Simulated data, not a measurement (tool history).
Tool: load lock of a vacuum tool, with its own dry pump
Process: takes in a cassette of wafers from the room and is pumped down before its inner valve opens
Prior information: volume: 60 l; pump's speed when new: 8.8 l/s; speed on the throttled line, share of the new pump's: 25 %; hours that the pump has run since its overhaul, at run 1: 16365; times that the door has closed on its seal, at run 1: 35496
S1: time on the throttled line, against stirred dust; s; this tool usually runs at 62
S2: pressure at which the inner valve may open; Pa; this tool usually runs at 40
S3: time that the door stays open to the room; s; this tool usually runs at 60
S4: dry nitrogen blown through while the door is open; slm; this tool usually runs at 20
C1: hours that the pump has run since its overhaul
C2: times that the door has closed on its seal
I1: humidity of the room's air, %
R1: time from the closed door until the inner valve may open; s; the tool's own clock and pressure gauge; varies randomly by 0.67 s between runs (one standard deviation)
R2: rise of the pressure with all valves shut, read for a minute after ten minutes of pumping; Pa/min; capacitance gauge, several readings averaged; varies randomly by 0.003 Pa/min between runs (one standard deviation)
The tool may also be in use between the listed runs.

run 1 day=0 | S1=62 S2=40 S3=60 S4=20 | C1=16365 C2=35496 | I1=43.1 | R1=106.3 R2=0.299
run 2 day=9.075 | S1=62 S2=40 S3=60 S4=20 | C1=16583 C2=36081 | I1=44.3 | R1=107.6 R2=0.312
run 3 day=18.546 | S1=62 S2=40 S3=43 S4=20 | C1=16810 C2=36693 | I1=47.2 | R1=105.2 R2=0.313
run 4 day=28.883 | S1=50 S2=40 S3=60 S4=20 | C1=17058 C2=37360 | I1=47.7 | R1=98.3 R2=0.324
-- day=37.679 dry pump taken out, an overhauled one fitted
run 5 day=40.55 | S1=50 S2=40 S3=60 S4=20 | C1=69 C2=38097 | I1=44.5 | R1=91.1 R2=0.335
run 6 day=49.642 | S1=50 S2=40 S3=60 S4=20 | C1=287 C2=38683 | I1=48.3 | R1=91 R2=0.339
run 7 day=63.504 | S1=62 S2=40 S3=27 S4=20 | C1=620 C2=39578 | I1=44.4 | R1=99.7 R2=0.338
run 8 day=78.675 | S1=62 S2=40 S3=27 S4=20 | C1=984 C2=40557 | I1=45 | R1=101 R2=0.355
run 9 day=95.412 | S1=62 S2=40 S3=27 S4=20 | C1=1386 C2=41638 | I1=43.7 | R1=101.3 R2=0.372
run 10 day=110.367 | S1=62 S2=40 S3=27 S4=20 | C1=1745 C2=42603 | I1=44.2 | R1=100.1 R2=0.384
run 11 day=117.246 | S1=62 S2=40 S3=30 S4=20 | C1=1910 C2=43047 | I1=43.2 | R1=100.3 R2=0.398
run 12 day=126.758 | S1=62 S2=40 S3=30 S4=20 | C1=2138 C2=43661 | I1=44.3 | R1=100.6 R2=0.408
run 13 day=137.892 | S1=62 S2=63 S3=60 S4=20 | C1=2405 C2=44379 | I1=45.8 | R1=97.9 R2=0.432
run 14 day=152.708 | S1=62 S2=63 S3=60 S4=6 | C1=2761 C2=45336 | I1=46.1 | R1=98.3 R2=0.451
run 15 day=164.688 | S1=62 S2=45 S3=60 S4=20 | C1=3048 C2=46109 | I1=47.1 | R1=100.8 R2=0.45
run 16 day=175.404 | S1=62 S2=45 S3=60 S4=20 | C1=3305 C2=46801 | I1=43.4 | R1=101.3 R2=0.46
run 17 day=188.671 | S1=62 S2=31 S3=60 S4=20 | C1=3624 C2=47657 | I1=45 | R1=103 R2=0.475
run 18 day=196.262 | S1=62 S2=34 S3=60 S4=20 | C1=3806 C2=48147 | I1=45.7 | R1=103.6 R2=0.481
run 19 day=203.158 | S1=62 S2=34 S3=60 S4=20 | C1=3971 C2=48592 | I1=46.7 | R1=101.3 R2=0.494
run 20 day=212.471 | S1=57 S2=50 S3=149 S4=13 | C1=4195 C2=49193 | I1=44.7 | R1=96.7 R2=0.535
run 21 day=224.967 | S1=92 S2=42 S3=26 S4=28 | C1=4495 C2=49999 | I1=48 | R1=122.9 R2=0.501
run 22 day=240.262 | S1=92 S2=71 S3=26 S4=43 | C1=4862 C2=50987 | I1=49.1 | R1=121.3 R2=0.509
run 23 day=253.083 | S1=62 S2=63 S3=60 S4=20 | C1=5170 C2=51814 | I1=45.6 | R1=98.7 R2=0.535
run 24 day=262.771 | S1=62 S2=63 S3=60 S4=20 | C1=5402 C2=52439 | I1=45.2 | R1=98.4 R2=0.555
run 25 day=270.246 | S1=58 S2=57 S3=60 S4=20 | C1=5582 C2=52922 | I1=44.6 | R1=96.1 R2=0.575
run 26 day=279.142 | S1=58 S2=57 S3=60 S4=20 | C1=5795 C2=53496 | I1=45 | R1=96.2 R2=0.585
run 27 day=292.067 | S1=58 S2=57 S3=60 S4=20 | C1=6105 C2=54330 | I1=47.1 | R1=97.2 R2=0.587
run 28 day=305.212 | S1=62 S2=40 S3=43 S4=44 | C1=6421 C2=55179 | I1=42.8 | R1=101.8 R2=0.577
run 29 day=321.133 | S1=62 S2=40 S3=43 S4=44 | C1=6803 C2=56206 | I1=45 | R1=102.4 R2=0.612
-- day=335.458 door's seal changed, seat wiped
run 30 day=335.458 | S1=62 S2=40 S3=43 S4=44 | C1=7145 C2=0 | I1=42.7 | R1=102.7 R2=0.014
run 31 day=342.317 | S1=98 S2=34 S3=43 S4=18 | C1=7310 C2=442 | I1=47.5 | R1=130.4 R2=0.038
run 32 day=352.642 | S1=98 S2=34 S3=157 S4=11 | C1=7558 C2=1109 | I1=47.2 | R1=130.4 R2=0.102
run 33 day=361.625 | S1=38 S2=55 S3=157 S4=11 | C1=7773 C2=1689 | I1=44.4 | R1=82.3 R2=0.102
run 34 day=369.25 | S1=32 S2=61 S3=60 S4=10 | C1=7956 C2=2181 | I1=44.4 | R1=77.7 R2=0.058
run 35 day=381.792 | S1=32 S2=61 S3=60 S4=10 | C1=8257 C2=2990 | I1=43.6 | R1=77.4 R2=0.056
run 36 day=389.1 | S1=39 S2=52 S3=78 S4=4 | C1=8433 C2=3462 | I1=43.2 | R1=85 R2=0.082
run 37 day=397.679 | S1=50 S2=40 S3=231 S4=20 | C1=8639 C2=4016 | I1=45.5 | R1=95.2 R2=0.117

Each row is a separate what-if for the run after 37, all from the same tool condition, not one after another. Results?
run A day=414.212 | S1=102 S2=40 S3=75 S4=20 | C1=9035 C2=5083 | I1=42.1 | R1=? R2=?
run B day=414.212 | S1=52 S2=50 S3=206 S4=20 | C1=9035 C2=5083 | I1=43.8 | R1=? R2=?
run C day=414.212 | S1=64 S2=40 S3=133 S4=20 | C1=9035 C2=5083 | I1=42.6 | R1=? R2=?

run=A R1=132.7 R2=0.066
run=B R1=94.3 R2=0.112
run=C R1=104.5 R2=0.09
Had the tool no hidden state, the same runs would have come out as:
run=A R1=130.4 R2=0.046
run=B R1=91.1 R2=0.092
run=C R1=101.4 R2=0.07
